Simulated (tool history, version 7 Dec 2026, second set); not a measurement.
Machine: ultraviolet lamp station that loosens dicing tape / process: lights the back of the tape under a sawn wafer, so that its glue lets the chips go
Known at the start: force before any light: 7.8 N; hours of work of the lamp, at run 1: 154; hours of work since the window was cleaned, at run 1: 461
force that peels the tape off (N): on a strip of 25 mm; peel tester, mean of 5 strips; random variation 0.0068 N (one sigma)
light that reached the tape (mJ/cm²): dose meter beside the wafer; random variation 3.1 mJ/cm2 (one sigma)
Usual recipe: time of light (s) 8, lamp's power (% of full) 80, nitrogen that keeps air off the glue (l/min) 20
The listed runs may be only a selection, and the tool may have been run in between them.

run,hour,time of light (s),lamp's power (% of full),nitrogen that keeps air off the glue (l/min),hours of work of the lamp,hours of work since the window was cleaned,force that peels the tape off (N),light that reached the tape (mJ/cm²)
1,0,8,80,20,154,461,0.231,473
2,28.1,8,80,20,169,477,0.219,477
3,55.8,8,80,20,185,492,0.237,471
# hour 72.8: window cleaned of glue's vapour
4,86.8,8,80,20,202,8,0.228,475
5,107.9,8,80,20,213,19,0.234,476
6,127.2,8,80,20,224,30,0.237,476
7,145.2,8,80,20,234,40,0.233,479
8,162.4,8,80,11,244,50,0.367,473
9,188.5,8,80,11,258,64,0.366,477
10,210.5,8,80,20,270,76,0.229,478
11,232.4,8,80,20,282,88,0.23,475
12,272.3,8,80,20,305,111,0.232,480
13,302.7,8,80,20,321,127,0.241,476
14,320.6,8,80,20,331,137,0.226,477
15,351,8,80,20,348,154,0.23,471
16,385.6,8,80,20,367,173,0.239,477
17,407.4,8,63,20,379,185,0.462,374
18,426.2,13,80,20,390,196,0.082,770
19,461.9,13,80,20,410,216,0.079,769
20,478.6,12,80,20,419,225,0.084,720
21,506.4,12,80,20,434,240,0.095,711
22,543.5,11,80,20,455,261,0.114,651
23,562.1,9,80,20,465,271,0.179,537
24,587.1,9,80,20,479,285,0.173,537
25,619,7,80,20,497,303,0.341,414
26,659.9,7,80,20,519,325,0.337,413
27,688.6,7,80,20,535,341,0.323,416
28,714.3,13,70,20,549,355,0.104,681
29,748.1,9,72,8,568,374,0.463,476
30,771.3,4,73,12,581,387,1.731,218
31,807.5,7,63,7,601,407,1.184,325
32,840,16,65,17,619,425,0.082,770
33,867.1,14,78,11,634,440,0.099,812
34,886.5,6,78,11,645,451,0.779,345
35,908,6,78,11,657,463,0.777,348
36,944.2,14,67,18,677,483,0.106,695
37,975.4,14,67,18,694,500,0.097,703
# hour 978.3: window cleaned of glue's vapour
38,994.2,10,70,8,704,9,0.383,521
39,1012.6,6,79,8,714,19,0.956,348
40,1039.8,15,79,8,730,34,0.097,867
41,1077.3,15,83,8,750,55,0.096,927
42,1104.6,8,75,7,765,70,0.631,443
43,1134.9,6,63,23,782,87,0.782,276

Alternative continuations, all from the tool just after run 43; predict every row:
A,1158.9,10,76,23,796,100,?,?
B,1158.9,5,78,20,796,100,?,?
C,1158.9,5,80,28,796,100,?,?
D,1158.9,8,83,16,796,100,?,?

run,force that peels the tape off (N),light that reached the tape (mJ/cm²)
A,0.133,556
B,0.788,293
C,0.631,296
D,0.243,488
Take away the tool's hidden state, keep each run's random variation, and the runs would have read:
run,force that peels the tape off (N),light that reached the tape (mJ/cm²)
A,0.132,557
B,0.787,294
C,0.629,296
D,0.242,488
